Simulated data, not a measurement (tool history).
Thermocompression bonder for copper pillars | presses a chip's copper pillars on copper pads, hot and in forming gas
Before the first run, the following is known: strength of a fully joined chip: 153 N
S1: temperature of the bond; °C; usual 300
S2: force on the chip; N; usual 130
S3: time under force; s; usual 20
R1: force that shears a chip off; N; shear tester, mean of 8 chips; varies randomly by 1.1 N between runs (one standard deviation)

Run 1, hour 0.0: usual settings. Result: R1 100.5 N.
Run 2, hour 37.0: usual settings. Result: R1 101.6 N.
Run 3, hour 112.2: usual settings. Result: R1 99.4 N.
Run 4, hour 152.9: usual settings but S2 184 N. Result: R1 122.2 N.
At hour 157.3: forming gas filter changed.
Run 5, hour 191.9: usual settings but S2 184 N. Result: R1 121.4 N.
Run 6, hour 260.0: usual settings but S2 184 N. Result: R1 121.9 N.
Run 7, hour 328.4: usual settings. Result: R1 101.0 N.
Run 8, hour 402.9: usual settings. Result: R1 102.0 N.
Run 9, hour 468.8: usual settings. Result: R1 98.6 N.
Run 10, hour 541.6: usual settings. Result: R1 100.7 N.
Run 11, hour 577.8: usual settings but S3 11 s. Result: R1 83.3 N.
Run 12, hour 630.4: usual settings but S3 11 s. Result: R1 83.3 N.
Run 13, hour 682.4: usual settings. Result: R1 99.8 N.
Run 14, hour 769.9: usual settings but S1 275 °C, S2 113 N, S3 26 s. Result: R1 71.7 N.
Run 15, hour 844.9: usual settings but S2 172 N, S3 41 s. Result: R1 132.3 N.
Run 16, hour 922.7: usual settings but S1 309 °C, S2 79 N, S3 43 s. Result: R1 101.1 N.
Run 17, hour 970.9: usual settings but S1 309 °C, S2 79 N, S3 43 s. Result: R1 97.6 N.
Run 18, hour 1015.3: usual settings but S1 273 °C, S2 142 N, S3 43 s. Result: R1 99.5 N.
Run 19, hour 1073.1: usual settings but S1 327 °C, S2 121 N, S3 43 s. Result: R1 134.0 N.
Run 20, hour 1150.7: usual settings but S1 305 °C, S3 53 s. Result: R1 129.8 N.
Run 21, hour 1209.6: usual settings but S1 305 °C, S3 53 s. Result: R1 128.1 N.
Run 22, hour 1264.9: usual settings but S1 296 °C, S2 84 N, S3 53 s. Result: R1 95.7 N.
Run 23, hour 1350.5: usual settings but S1 272 °C, S2 145 N. Result: R1 80.1 N.
At hour 1356.7: forming gas filter changed.
Run 24, hour 1419.8: usual settings but S1 308 °C. Result: R1 107.1 N.
Run 25, hour 1470.4: usual settings but S1 308 °C. Result: R1 108.4 N.
Run 26, hour 1534.3: usual settings but S1 328 °C, S3 43 s. Result: R1 136.9 N.

Each row is a separate what-if for the run after 26, all from the same tool condition, not one after another. Results?
At hour 1580.2: force cell calibrated.
Run A, hour 1616.4: usual settings but S1 286 °C, S2 160 N, S3 25 s. Result: R1 ?.
At hour 1580.2: force cell calibrated.
Run B, hour 1616.4: usual settings but S1 276 °C, S2 78 N, S3 42 s. Result: R1 ?.
At hour 1580.2: force cell calibrated.
Run C, hour 1616.4: usual settings but S1 322 °C. Result: R1 ?.

run     R1
  A  104.2
  B   64.8
  C  120.0
With the hidden condition removed and each run's random variation left untouched, the same runs would have given:
run     R1
  A  104.6
  B   65.2
  C  120.4
